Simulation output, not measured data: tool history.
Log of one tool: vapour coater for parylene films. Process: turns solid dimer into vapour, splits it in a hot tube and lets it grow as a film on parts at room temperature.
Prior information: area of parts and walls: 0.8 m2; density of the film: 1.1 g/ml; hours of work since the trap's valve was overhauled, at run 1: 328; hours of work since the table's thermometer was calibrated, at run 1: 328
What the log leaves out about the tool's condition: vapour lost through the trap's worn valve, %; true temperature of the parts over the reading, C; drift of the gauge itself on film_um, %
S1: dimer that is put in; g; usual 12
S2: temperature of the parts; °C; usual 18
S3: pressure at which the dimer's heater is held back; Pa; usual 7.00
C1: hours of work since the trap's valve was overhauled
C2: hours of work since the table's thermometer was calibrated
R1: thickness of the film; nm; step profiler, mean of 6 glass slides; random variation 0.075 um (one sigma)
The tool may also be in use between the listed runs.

Run 1, hour 0.0: usual settings; C1 328; C2 328. Result: R1 8120 nm.
Run 2, hour 10.6: usual settings; C1 338; C2 338. Result: R1 8290 nm.
Run 3, hour 25.3: usual settings; C1 350; C2 350. Result: R1 8360 nm.
Run 4, hour 42.8: usual settings but S2 12 °C; C1 365; C2 365. Result: R1 10120 nm.
Run 5, hour 56.8: usual settings but S2 12 °C; C1 377; C2 377. Result: R1 10160 nm.
Run 6, hour 70.0: usual settings; C1 388; C2 388. Result: R1 8010 nm.
Run 7, hour 80.3: usual settings but S2 17 °C, S3 9.05 Pa; C1 397; C2 397. Result: R1 7810 nm.
Run 8, hour 88.0: usual settings but S1 8 g, S2 11 °C; C1 404; C2 404. Result: R1 7110 nm.
Run 9, hour 99.1: usual settings but S1 18 g, S2 24 °C; C1 413; C2 413. Result: R1 9390 nm.
Run 10, hour 107.6: usual settings but S1 15 g, S2 23 °C, S3 3.21 Pa; C1 420; C2 420. Result: R1 9670 nm.
Run 11, hour 124.5: usual settings but S1 15 g, S2 23 °C, S3 3.21 Pa; C1 435; C2 435. Result: R1 9770 nm.

Forecast each of these 3 alternatives for the next run:
Run A, hour 136.9: usual settings but S2 22 °C, S3 2.07 Pa; C1 445; C2 445. Result: R1 ?.
Run B, hour 136.9: usual settings but S2 22 °C, S3 10.34 Pa; C1 445; C2 445. Result: R1 ?.
Run C, hour 136.9: usual settings but S1 15 g, S2 23 °C, S3 4.29 Pa; C1 445; C2 445. Result: R1 ?.

run    R1
  A  8950
  B  6130
  C  9050
With the hidden condition removed and each run's random variation left untouched, the same runs would have given:
run     R1
  A  10200
  B   6980
  C  10310
